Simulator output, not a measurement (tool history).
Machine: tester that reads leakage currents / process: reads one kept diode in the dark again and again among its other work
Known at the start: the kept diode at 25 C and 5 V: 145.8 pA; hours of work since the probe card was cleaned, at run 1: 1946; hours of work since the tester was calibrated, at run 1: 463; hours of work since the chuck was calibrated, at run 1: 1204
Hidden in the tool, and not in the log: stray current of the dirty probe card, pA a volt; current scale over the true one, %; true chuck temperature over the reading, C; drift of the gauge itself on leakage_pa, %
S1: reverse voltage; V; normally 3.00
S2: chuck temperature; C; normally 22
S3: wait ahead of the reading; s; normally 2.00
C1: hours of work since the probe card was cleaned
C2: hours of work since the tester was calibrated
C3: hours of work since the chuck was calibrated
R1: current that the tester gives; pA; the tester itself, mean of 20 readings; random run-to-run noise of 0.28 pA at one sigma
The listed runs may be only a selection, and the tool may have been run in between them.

run	hour	S1	S2	S3	C1	C2	C3	R1
1	0.0	3.00	22	2.00	1946	463	1204	109.70
2	119.9	3.00	22	2.00	2002	519	1261	111.12
3	290.2	3.00	22	2.00	2082	600	1341	112.35
4	409.6	3.00	22	2.00	2138	656	1397	113.00
5	554.5	3.00	22	2.00	2207	724	1465	114.21
# hour 726.2: chuck's temperature calibrated
6	825.9	3.00	22	2.00	2334	851	47	95.08
7	1043.8	3.00	22	2.00	2436	954	150	97.35
# hour 1230.8: probe card cleaned and baked
8	1230.8	3.00	22	2.43	0	1040	236	93.83
9	1436.5	6.29	22	2.00	97	1137	333	126.02
10	1589.4	3.00	38	2.00	169	1209	405	426.50
11	1736.8	3.00	38	2.00	238	1279	475	432.16
12	1890.0	3.00	38	2.00	310	1351	547	437.12
13	2100.3	3.00	22	2.00	410	1450	646	99.84
14	2297.9	3.00	22	2.00	503	1543	739	101.70
15	2570.6	3.00	22	2.00	631	1671	867	103.68
16	2839.8	3.00	22	2.00	758	1798	994	105.42
17	3087.3	3.00	22	0.44	874	1915	1111	107.41
18	3265.4	3.00	22	2.00	958	1998	1195	108.58
19	3438.9	3.00	22	2.00	1040	2080	1276	109.11
20	3644.5	10.90	22	2.00	1137	2177	1373	184.16
21	3796.9	4.00	34	9.10	1209	2249	1445	381.00
# hour 4007.2: chuck's temperature calibrated
22	4007.2	9.41	52	2.00	1307	2347	0	2014.48
23	4182.8	3.00	26	2.00	1389	2430	83	136.38
24	4350.7	1.31	22	7.58	1468	2509	162	68.87
25	4518.9	3.00	22	3.97	1548	2588	241	94.99
26	4765.9	3.00	22	3.97	1664	2704	357	96.79
27	4952.5	1.81	23	3.79	1752	2792	445	88.48
28	5077.5	5.57	22	0.43	1811	2851	504	126.47
29	5347.9	8.02	22	1.26	1938	2978	631	148.85
30	5561.6	1.27	53	0.46	2039	3079	732	1135.00
31	5789.6	3.00	53	2.00	2146	3186	839	1573.49
32	5970.1	4.38	53	4.32	2231	3271	924	1819.97
33	6152.8	2.27	22	5.73	2317	3358	1011	95.75
34	6424.5	2.27	25	0.44	2445	3485	1139	129.65
35	6577.3	1.71	50	1.60	2517	3557	1211	1042.78

Run 36 is up next; what results do you expect?
# hour 6605.9: probe card cleaned and baked
36	6705.8	1.71	50	1.60	47	3617	1270	?

{"run 36": {"R1": 1044.24}}
Without the tool's hidden state the same run would have given R1 917.74 pA.
